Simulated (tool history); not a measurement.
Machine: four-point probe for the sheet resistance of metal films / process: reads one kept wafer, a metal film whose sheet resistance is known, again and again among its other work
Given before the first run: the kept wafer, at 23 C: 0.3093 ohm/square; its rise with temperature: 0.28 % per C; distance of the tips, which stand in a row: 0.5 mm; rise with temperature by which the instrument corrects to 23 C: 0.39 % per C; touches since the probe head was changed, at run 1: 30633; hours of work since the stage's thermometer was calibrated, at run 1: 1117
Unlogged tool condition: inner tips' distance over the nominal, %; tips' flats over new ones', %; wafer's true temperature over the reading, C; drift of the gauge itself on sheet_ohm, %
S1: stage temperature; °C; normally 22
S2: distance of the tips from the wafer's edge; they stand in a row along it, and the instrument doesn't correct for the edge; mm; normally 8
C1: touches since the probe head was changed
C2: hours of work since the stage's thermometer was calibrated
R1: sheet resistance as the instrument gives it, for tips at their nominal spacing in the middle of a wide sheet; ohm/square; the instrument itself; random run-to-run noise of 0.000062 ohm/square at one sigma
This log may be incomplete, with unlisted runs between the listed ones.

run,day,S1,S2,C1,C2,R1
1,0.000,22,8,30633,1117,0.309805
2,3.338,22,8,34080,1175,0.309953
3,8.500,22,47,39408,1264,0.309093
4,11.633,22,13,42642,1317,0.309335
5,15.158,22,13,46280,1378,0.309353
6,20.388,22,7,51675,1468,0.309853
7,24.738,22,17,56168,1543,0.309012
8,29.629,22,17,61217,1627,0.308965
9,32.296,22,26,63968,1673,0.308882
# day 35.250: stage's thermometer calibrated
10,36.062,25,5,67833,14,0.309753
11,39.446,25,5,71325,72,0.309846
12,43.592,25,5,75608,143,0.309759
13,47.638,25,5,79784,213,0.309629
14,52.500,19,24,84802,297,0.309869
15,57.442,18,4,89901,381,0.312741
16,62.017,34,28,94624,460,0.305050
17,66.696,34,28,99455,541,0.305057

Alternative continuations, all from the tool just after run 17; predict every row:
A,69.250,27,32,102092,585,?
B,69.250,23,41,102092,585,?
C,69.250,23,28,102092,585,?
D,69.250,18,3,102092,585,?
E,69.250,34,10,102092,585,?

run,R1
A,0.307115
B,0.308245
C,0.308423
D,0.314559
E,0.305325
With the hidden condition removed and each run's random variation left untouched, the same runs would have given:
run,R1
A,0.308105
B,0.309239
C,0.309417
D,0.315573
E,0.306308
